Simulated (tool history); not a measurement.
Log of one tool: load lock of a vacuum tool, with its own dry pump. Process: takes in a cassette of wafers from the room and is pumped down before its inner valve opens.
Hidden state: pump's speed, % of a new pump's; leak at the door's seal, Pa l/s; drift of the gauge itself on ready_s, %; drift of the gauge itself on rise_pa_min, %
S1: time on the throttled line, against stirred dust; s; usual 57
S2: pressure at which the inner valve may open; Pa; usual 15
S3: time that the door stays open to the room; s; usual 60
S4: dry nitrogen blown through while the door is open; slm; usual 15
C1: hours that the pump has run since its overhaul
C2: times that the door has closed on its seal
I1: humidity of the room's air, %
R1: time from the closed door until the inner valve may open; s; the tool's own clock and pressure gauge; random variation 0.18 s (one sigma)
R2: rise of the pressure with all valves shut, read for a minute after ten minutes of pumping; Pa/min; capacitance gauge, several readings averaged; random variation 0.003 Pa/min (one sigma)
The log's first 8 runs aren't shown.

run,day,S1,S2,S3,S4,C1,C2,I1,R1,R2
9,75.992,57,15,60,15,7157,15561,43.2,76.0,0.135
10,86.012,57,15,32,15,7398,16049,44.1,75.8,0.126
11,96.121,57,15,32,15,7640,16541,44.5,76.0,0.136
12,102.321,74,15,60,15,7789,16843,43.5,91.3,0.149
13,109.483,57,15,60,15,7961,17191,40.4,75.9,0.144
14,123.500,57,15,60,15,8297,17873,46.3,76.0,0.161
15,137.633,57,15,60,15,8637,18561,45.1,75.8,0.164
16,149.088,57,15,60,15,8912,19118,49.9,76.0,0.173
17,155.654,57,15,60,15,9069,19438,44.4,76.2,0.166
18,162.671,57,15,60,15,9238,19779,41.7,75.8,0.171
19,174.262,57,15,60,15,9516,20343,41.5,75.8,0.179
20,180.138,37,18,60,15,9657,20629,43.6,57.8,0.185
21,189.492,37,18,60,15,9881,21084,46.8,57.9,0.195
22,201.738,57,15,230,15,10175,21680,44.7,76.6,0.243
23,210.962,57,15,230,15,10397,22129,44.4,76.1,0.253
24,221.854,57,15,230,15,10658,22659,43.9,76.1,0.257
25,233.375,57,15,32,15,10934,23219,48.0,76.2,0.195
26,245.238,83,14,60,15,11219,23797,47.5,99.4,0.219
27,251.400,57,27,87,15,11367,24096,47.4,74.8,0.237
28,261.058,57,12,60,28,11599,24566,45.2,76.9,0.209

The next listed run, before its measurement:
29,273.554,57,12,161,28,11899,25174,43.6,?,?

{"run 29": {"R1": 77.7, "R2": 0.241}}
Without the tool's hidden state the same run would have given R1 76.7 s, R2 0.059 Pa/min.

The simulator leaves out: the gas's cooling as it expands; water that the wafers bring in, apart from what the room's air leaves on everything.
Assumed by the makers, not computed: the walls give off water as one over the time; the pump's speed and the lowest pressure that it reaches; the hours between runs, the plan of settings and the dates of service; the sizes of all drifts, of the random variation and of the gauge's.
